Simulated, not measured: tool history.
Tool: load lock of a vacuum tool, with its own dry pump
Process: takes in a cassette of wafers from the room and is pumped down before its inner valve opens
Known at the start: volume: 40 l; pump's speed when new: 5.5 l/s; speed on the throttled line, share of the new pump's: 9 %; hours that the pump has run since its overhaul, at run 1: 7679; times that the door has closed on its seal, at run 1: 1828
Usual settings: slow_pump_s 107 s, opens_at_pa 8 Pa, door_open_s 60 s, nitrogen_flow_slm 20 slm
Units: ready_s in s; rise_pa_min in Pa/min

| run | hour | slow_pump_s | opens_at_pa | door_open_s | nitrogen_flow_slm | hours that the pump has run since its overhaul | times that the door has closed on its seal | incoming humidity of the room's air, % | ready_s | rise_pa_min |
|---|---|---|---|---|---|---|---|---|---|---|
| 1 | 0 | 107 | 8 | 60 | 20 | 7679 | 1828 | 46.2 | 172.5 | 0.057 |
| 2 | 129.2 | 107 | 8 | 60 | 20 | 7809 | 2261 | 44.9 | 171.2 | 0.061 |
| 3 | 208.1 | 107 | 8 | 60 | 20 | 7887 | 2525 | 47.1 | 171.4 | 0.067 |
| 4 | 291.1 | 107 | 8 | 60 | 20 | 7970 | 2804 | 45.5 | 172.5 | 0.06 |
| 5 | 382.6 | 107 | 8 | 60 | 20 | 8062 | 3110 | 44.3 | 171.5 | 0.061 |
| 6 | 478.1 | 107 | 8 | 60 | 20 | 8157 | 3430 | 46 | 172.6 | 0.064 |
| 7 | 576 | 107 | 8 | 60 | 20 | 8255 | 3758 | 48.6 | 173.1 | 0.063 |
| 8 | 700.3 | 107 | 8 | 60 | 20 | 8380 | 4175 | 43.4 | 172.6 | 0.061 |
| 9 | 808.9 | 107 | 8 | 60 | 20 | 8488 | 4539 | 44.1 | 174.7 | 0.065 |
| 10 | 961.6 | 107 | 8 | 60 | 20 | 8641 | 5050 | 44.7 | 172.1 | 0.061 |
| 11 | 1050.5 | 107 | 8 | 60 | 20 | 8730 | 5348 | 46.8 | 173.5 | 0.064 |
| 12 | 1203.5 | 107 | 7 | 60 | 20 | 8883 | 5861 | 46.2 | 173.9 | 0.066 |
| 13 | 1334.1 | 107 | 9 | 60 | 20 | 9013 | 6298 | 47.3 | 171.7 | 0.071 |
| 14 | 1493.5 | 107 | 8 | 60 | 20 | 9173 | 6833 | 45.4 | 173.9 | 0.067 |
| 15 | 1584.9 | 107 | 8 | 60 | 20 | 9264 | 7139 | 45.3 | 172.2 | 0.071 |
| 16 | 1669.4 | 107 | 8 | 60 | 20 | 9349 | 7422 | 47.7 | 174.6 | 0.073 |
| 17 | 1785.2 | 107 | 8 | 60 | 20 | 9465 | 7810 | 47.3 | 172.6 | 0.075 |
| 18 | 1929.7 | 107 | 8 | 60 | 20 | 9609 | 8294 | 46 | 173.5 | 0.071 |
| 19 | 2071.5 | 107 | 8 | 60 | 4 | 9751 | 8770 | 45.1 | 172.7 | 0.095 |
| 20 | 2236 | 107 | 8 | 60 | 4 | 9915 | 9321 | 42.9 | 173.8 | 0.087 |
| 21 | 2374.7 | 111 | 15 | 124 | 4 | 10054 | 9786 | 46.4 | 172.1 | 0.135 |
| 22 | 2492.8 | 107 | 8 | 60 | 14 | 10172 | 10181 | 43.9 | 173.8 | 0.073 |
| 23 | 2628.3 | 107 | 9 | 60 | 20 | 10308 | 10635 | 46.8 | 172.3 | 0.084 |
| 24 | 2752.1 | 127 | 9 | 33 | 40 | 10431 | 11050 | 43.8 | 191.1 | 0.056 |
| 25 | 2847.4 | 127 | 9 | 33 | 40 | 10527 | 11370 | 43.3 | 190.4 | 0.057 |
| 26 | 2965 | 107 | 8 | 37 | 20 | 10644 | 11764 | 43.9 | 174.9 | 0.068 |
| 27 | 3069.7 | 111 | 8 | 60 | 20 | 10749 | 12114 | 42.6 | 176.9 | 0.079 |
| 28 | 3203 | 111 | 8 | 60 | 20 | 10882 | 12561 | 48.2 | 177.7 | 0.083 |
| 29 | 3352.6 | 111 | 13 | 60 | 5 | 11032 | 13063 | 46.1 | 174.3 | 0.109 |
| 30 | 3505.4 | 107 | 10 | 60 | 17 | 11185 | 13574 | 39 | 170.9 | 0.082 |
| 31 | 3666.9 | 200 | 10 | 60 | 17 | 11346 | 14116 | 47.9 | 254.6 | 0.1 |
| 32 | 3800.9 | 59 | 9 | 60 | 6 | 11480 | 14565 | 46.1 | 131 | 0.109 |
| 33 | 3962.3 | 192 | 9 | 200 | 6 | 11642 | 15105 | 46.2 | 251.9 | 0.184 |
| 34 | 4127.3 | 125 | 9 | 140 | 11 | 11807 | 15659 | 42.5 | 189.8 | 0.137 |
| 35 | 4241.9 | 107 | 8 | 154 | 4 | 11921 | 16042 | 45.8 | 174.7 | 0.167 |
| 36 | 4357.8 | 71 | 14 | 134 | 37 | 12037 | 16431 | 42.4 | 137.3 | 0.102 |
| 37 | 4427.8 | 108 | 8 | 35 | 20 | 12107 | 16665 | 45.2 | 178.3 | 0.089 |

Forecast each of these 3 alternatives for the next run:
| A | 4573.4 | 108 | 8 | 27 | 20 | 12253 | 17153 | 46.9 | ? | ? |
| B | 4573.4 | 136 | 16 | 60 | 20 | 12253 | 17153 | 44 | ? | ? |
| C | 4573.4 | 139 | 13 | 60 | 20 | 12253 | 17153 | 44.6 | ? | ? |

| run | ready_s | rise_pa_min |
|---|---|---|
| A | 175.4 | 0.077 |
| B | 194.2 | 0.095 |
| C | 200.7 | 0.101 |
Without the tool's hidden state the same runs would have given:
| run | ready_s | rise_pa_min |
|---|---|---|
| A | 166.3 | 0.032 |
| B | 186.5 | 0.05 |
| C | 192.7 | 0.056 |

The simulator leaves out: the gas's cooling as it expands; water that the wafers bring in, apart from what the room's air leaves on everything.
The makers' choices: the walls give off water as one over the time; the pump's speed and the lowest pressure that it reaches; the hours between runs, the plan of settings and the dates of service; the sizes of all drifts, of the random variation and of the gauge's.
